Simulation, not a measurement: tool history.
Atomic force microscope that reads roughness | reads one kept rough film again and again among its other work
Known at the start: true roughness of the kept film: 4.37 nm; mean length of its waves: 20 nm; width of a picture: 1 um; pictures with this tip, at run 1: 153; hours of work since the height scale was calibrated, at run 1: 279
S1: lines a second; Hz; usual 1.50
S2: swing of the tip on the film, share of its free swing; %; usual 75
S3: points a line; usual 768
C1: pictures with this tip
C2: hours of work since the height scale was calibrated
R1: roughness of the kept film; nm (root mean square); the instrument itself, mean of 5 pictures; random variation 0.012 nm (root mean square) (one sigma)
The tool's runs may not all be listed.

{"run": 1, "day": 0.0, "S1": 1.5, "S2": 75, "S3": 768, "C1": 153, "C2": 279, "R1": 1.811}
{"run": 2, "day": 0.558, "S1": 1.5, "S2": 75, "S3": 768, "C1": 165, "C2": 285, "R1": 1.749}
{"run": 3, "day": 0.988, "S1": 1.5, "S2": 75, "S3": 492, "C1": 175, "C2": 289, "R1": 1.702}
{"day": 1.088, "done": "new tip fitted"}
{"run": 4, "day": 1.883, "S1": 1.5, "S2": 75, "S3": 492, "C1": 18, "C2": 298, "R1": 2.611}
{"run": 5, "day": 2.642, "S1": 1.5, "S2": 75, "S3": 492, "C1": 35, "C2": 305, "R1": 2.459}
{"run": 6, "day": 3.575, "S1": 1.5, "S2": 75, "S3": 492, "C1": 56, "C2": 314, "R1": 2.299}
{"run": 7, "day": 4.358, "S1": 1.5, "S2": 75, "S3": 492, "C1": 73, "C2": 322, "R1": 2.192}
{"run": 8, "day": 4.796, "S1": 1.41, "S2": 75, "S3": 768, "C1": 83, "C2": 326, "R1": 2.155}
{"run": 9, "day": 5.279, "S1": 0.54, "S2": 75, "S3": 593, "C1": 94, "C2": 331, "R1": 2.17}
{"run": 10, "day": 5.721, "S1": 1.5, "S2": 84, "S3": 768, "C1": 104, "C2": 336, "R1": 1.971}
{"run": 11, "day": 6.129, "S1": 2.28, "S2": 57, "S3": 269, "C1": 113, "C2": 340, "R1": 1.975}
{"run": 12, "day": 6.933, "S1": 1.25, "S2": 77, "S3": 535, "C1": 131, "C2": 348, "R1": 1.884}
{"run": 13, "day": 7.712, "S1": 0.75, "S2": 82, "S3": 688, "C1": 149, "C2": 355, "R1": 1.827}
{"run": 14, "day": 8.175, "S1": 0.75, "S2": 82, "S3": 688, "C1": 159, "C2": 360, "R1": 1.79}
{"run": 15, "day": 8.712, "S1": 1.5, "S2": 77, "S3": 604, "C1": 171, "C2": 365, "R1": 1.711}
{"day": 8.942, "done": "new tip fitted"}
{"run": 16, "day": 9.371, "S1": 1.14, "S2": 77, "S3": 441, "C1": 10, "C2": 372, "R1": 2.752}

Forecast each of these 5 alternatives for the next run:
{"run": "A", "day": 9.8, "S1": 2.11, "S2": 60, "S3": 750, "C1": 19, "C2": 376, "R1": "?"}
{"run": "B", "day": 9.8, "S1": 0.69, "S2": 83, "S3": 392, "C1": 19, "C2": 376, "R1": "?"}
{"run": "C", "day": 9.8, "S1": 1.46, "S2": 65, "S3": 441, "C1": 19, "C2": 376, "R1": "?"}
{"run": "D", "day": 9.8, "S1": 1.94, "S2": 77, "S3": 460, "C1": 19, "C2": 376, "R1": "?"}
{"run": "E", "day": 9.8, "S1": 1.5, "S2": 62, "S3": 768, "C1": 19, "C2": 376, "R1": "?"}

run=A R1=2.732
run=B R1=2.672
run=C R1=2.692
run=D R1=2.569
run=E R1=2.764
Without the tool's hidden state the same runs would have given:
run=A R1=2.938
run=B R1=2.873
run=C R1=2.895
run=D R1=2.762
run=E R1=2.972

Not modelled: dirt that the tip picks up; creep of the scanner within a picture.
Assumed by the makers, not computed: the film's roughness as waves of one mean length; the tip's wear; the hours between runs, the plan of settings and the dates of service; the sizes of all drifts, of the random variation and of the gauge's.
